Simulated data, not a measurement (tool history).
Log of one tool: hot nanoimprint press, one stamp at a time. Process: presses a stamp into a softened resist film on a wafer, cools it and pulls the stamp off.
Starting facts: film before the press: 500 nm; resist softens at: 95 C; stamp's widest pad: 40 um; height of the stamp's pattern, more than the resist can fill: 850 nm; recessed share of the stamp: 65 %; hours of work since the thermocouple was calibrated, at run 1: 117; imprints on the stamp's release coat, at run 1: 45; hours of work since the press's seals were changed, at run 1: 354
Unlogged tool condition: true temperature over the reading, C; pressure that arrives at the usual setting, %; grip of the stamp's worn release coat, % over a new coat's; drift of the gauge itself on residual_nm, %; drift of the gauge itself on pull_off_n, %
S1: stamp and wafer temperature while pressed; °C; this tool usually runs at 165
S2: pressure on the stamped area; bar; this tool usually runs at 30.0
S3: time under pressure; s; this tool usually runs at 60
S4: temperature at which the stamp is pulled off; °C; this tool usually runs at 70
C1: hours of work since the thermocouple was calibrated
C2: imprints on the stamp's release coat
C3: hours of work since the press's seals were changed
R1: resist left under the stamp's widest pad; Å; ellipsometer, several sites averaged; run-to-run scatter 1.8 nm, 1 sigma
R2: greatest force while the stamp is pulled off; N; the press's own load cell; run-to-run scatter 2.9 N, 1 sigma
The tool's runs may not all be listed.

{"run": 1, "day": 0.0, "S1": 165, "S2": 30.0, "S3": 60, "S4": 70, "C1": 117, "C2": 45, "C3": 354, "R1": 2898, "R2": 138}
{"run": 2, "day": 0.396, "S1": 165, "S2": 30.0, "S3": 60, "S4": 70, "C1": 123, "C2": 71, "C3": 359, "R1": 2915, "R2": 142}
{"run": 3, "day": 1.112, "S1": 165, "S2": 30.0, "S3": 86, "S4": 70, "C1": 133, "C2": 117, "C3": 370, "R1": 2614, "R2": 139}
{"run": 4, "day": 1.517, "S1": 165, "S2": 30.0, "S3": 86, "S4": 70, "C1": 139, "C2": 144, "C3": 376, "R1": 2601, "R2": 147}
{"run": 5, "day": 1.996, "S1": 165, "S2": 37.9, "S3": 86, "S4": 70, "C1": 146, "C2": 175, "C3": 382, "R1": 2344, "R2": 141}
{"run": 6, "day": 2.446, "S1": 165, "S2": 37.9, "S3": 86, "S4": 70, "C1": 152, "C2": 204, "C3": 389, "R1": 2341, "R2": 138}
{"run": 7, "day": 2.758, "S1": 165, "S2": 37.9, "S3": 86, "S4": 70, "C1": 157, "C2": 224, "C3": 393, "R1": 2335, "R2": 135}
{"run": 8, "day": 3.388, "S1": 165, "S2": 37.9, "S3": 86, "S4": 70, "C1": 166, "C2": 265, "C3": 402, "R1": 2318, "R2": 139}
{"run": 9, "day": 3.988, "S1": 165, "S2": 37.9, "S3": 86, "S4": 70, "C1": 174, "C2": 304, "C3": 411, "R1": 2353, "R2": 147}
{"run": 10, "day": 4.288, "S1": 165, "S2": 31.5, "S3": 86, "S4": 62, "C1": 179, "C2": 324, "C3": 415, "R1": 2562, "R2": 166}
{"run": 11, "day": 4.975, "S1": 177, "S2": 30.9, "S3": 60, "S4": 70, "C1": 189, "C2": 368, "C3": 425, "R1": 1977, "R2": 141}
{"run": 12, "day": 5.517, "S1": 172, "S2": 30.0, "S3": 58, "S4": 60, "C1": 196, "C2": 403, "C3": 433, "R1": 2388, "R2": 178}
{"run": 13, "day": 5.879, "S1": 172, "S2": 30.0, "S3": 58, "S4": 60, "C1": 201, "C2": 427, "C3": 438, "R1": 2383, "R2": 172}
{"run": 14, "day": 6.179, "S1": 167, "S2": 30.0, "S3": 60, "S4": 58, "C1": 206, "C2": 447, "C3": 442, "R1": 2722, "R2": 184}
{"run": 15, "day": 6.638, "S1": 165, "S2": 23.4, "S3": 42, "S4": 70, "C1": 212, "C2": 476, "C3": 449, "R1": 3527, "R2": 137}
{"run": 16, "day": 7.333, "S1": 165, "S2": 23.4, "S3": 42, "S4": 71, "C1": 222, "C2": 521, "C3": 459, "R1": 3460, "R2": 134}
{"run": 17, "day": 8.033, "S1": 165, "S2": 23.4, "S3": 42, "S4": 71, "C1": 232, "C2": 567, "C3": 469, "R1": 3533, "R2": 133}

Below are 5 alternative next runs, each starting from the tool's condition after run 17. Predict each:
{"run": "A", "day": 8.688, "S1": 165, "S2": 41.4, "S3": 42, "S4": 70, "C1": 242, "C2": 609, "C3": 478, "R1": "?", "R2": "?"}
{"run": "B", "day": 8.688, "S1": 165, "S2": 23.4, "S3": 87, "S4": 78, "C1": 242, "C2": 609, "C3": 478, "R1": "?", "R2": "?"}
{"run": "C", "day": 8.688, "S1": 165, "S2": 23.4, "S3": 51, "S4": 71, "C1": 242, "C2": 609, "C3": 478, "R1": "?", "R2": "?"}
{"run": "D", "day": 8.688, "S1": 163, "S2": 31.1, "S3": 60, "S4": 62, "C1": 242, "C2": 609, "C3": 478, "R1": "?", "R2": "?"}
{"run": "E", "day": 8.688, "S1": 177, "S2": 30.0, "S3": 41, "S4": 77, "C1": 242, "C2": 609, "C3": 478, "R1": "?", "R2": "?"}

run=A R1=2893 R2=140
run=B R1=2869 R2=105
run=C R1=3342 R2=136
run=D R1=3066 R2=166
run=E R1=2331 R2=112
The same runs, with their run-to-run variation unchanged, on a tool lacking any hidden condition would have given:
run=A R1=2889 R2=138
run=B R1=2866 R2=104
run=C R1=3339 R2=134
run=D R1=3062 R2=165
run=E R1=2328 R2=111

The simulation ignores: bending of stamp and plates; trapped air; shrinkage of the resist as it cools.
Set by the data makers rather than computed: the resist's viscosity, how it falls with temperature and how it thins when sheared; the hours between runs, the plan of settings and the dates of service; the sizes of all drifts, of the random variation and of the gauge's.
